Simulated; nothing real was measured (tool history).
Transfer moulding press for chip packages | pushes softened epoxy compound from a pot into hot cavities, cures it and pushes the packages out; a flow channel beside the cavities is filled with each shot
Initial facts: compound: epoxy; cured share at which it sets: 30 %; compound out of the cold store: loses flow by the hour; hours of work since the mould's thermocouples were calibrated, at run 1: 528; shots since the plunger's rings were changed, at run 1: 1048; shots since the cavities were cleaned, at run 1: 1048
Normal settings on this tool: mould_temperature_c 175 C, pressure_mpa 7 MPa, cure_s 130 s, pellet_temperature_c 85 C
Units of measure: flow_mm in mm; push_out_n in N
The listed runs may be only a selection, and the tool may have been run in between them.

| run | day | mould_temperature_c | pressure_mpa | cure_s | pellet_temperature_c | hours of work since the mould's thermocouples were calibrated | shots since the plunger's rings were changed | shots since the cavities were cleaned | incoming compound's hours out of the cold store | flow_mm | push_out_n |
|---|---|---|---|---|---|---|---|---|---|---|---|
| 1 | 0 | 175 | 7 | 130 | 85 | 528 | 1048 | 1048 | 33.8 | 790 | 184 |
|  | 0.717 | cavities cleaned with cleaning compound and waxed |
| 2 | 1.812 | 175 | 7 | 130 | 85 | 558 | 1506 | 286 | 20.4 | 839 | 187 |
| 3 | 2.983 | 177 | 7 | 130 | 85 | 578 | 1813 | 593 | 12.2 | 876 | 181 |
| 4 | 3.904 | 180 | 7 | 130 | 85 | 594 | 2055 | 835 | 32 | 783 | 160 |
|  | 5.342 | cavities cleaned with cleaning compound and waxed |
| 5 | 5.908 | 180 | 7 | 130 | 85 | 628 | 2563 | 148 | 44.5 | 734 | 175 |
| 6 | 7.071 | 180 | 7 | 130 | 85 | 648 | 2868 | 453 | 12.6 | 861 | 175 |
| 7 | 8.646 | 175 | 7 | 130 | 85 | 675 | 3280 | 865 | 45.1 | 748 | 185 |
|  | 9.983 | cavities cleaned with cleaning compound and waxed |
| 8 | 10.083 | 174 | 7.29 | 130 | 92 | 699 | 3641 | 26 | 26.9 | 834 | 198 |
|  | 11.35 | plunger's sealing rings changed |
| 9 | 11.35 | 178 | 7 | 124 | 87 | 719 | 0 | 331 | 12.7 | 861 | 177 |
| 10 | 12.183 | 171 | 7 | 119 | 87 | 733 | 217 | 548 | 21.7 | 853 | 268 |
| 11 | 13.788 | 175 | 7 | 113 | 87 | 761 | 638 | 969 | 21.3 | 848 | 245 |
|  | 14.762 | cavities cleaned with cleaning compound and waxed |
| 12 | 15.025 | 175 | 7.06 | 130 | 85 | 781 | 946 | 68 | 34.7 | 796 | 197 |
| 13 | 16.388 | 175 | 7.06 | 130 | 85 | 805 | 1303 | 425 | 10.4 | 891 | 198 |

The next listed run, before its measurement:
| 14 | 17.712 | 175 | 7.06 | 130 | 85 | 827 | 1650 | 772 | 29.8 | ? | ? |

flow_mm: 812 mm
push_out_n: 190 N
Had the tool carried no hidden state, the very same run would have given flow_mm 812 mm, push_out_n 188 N.
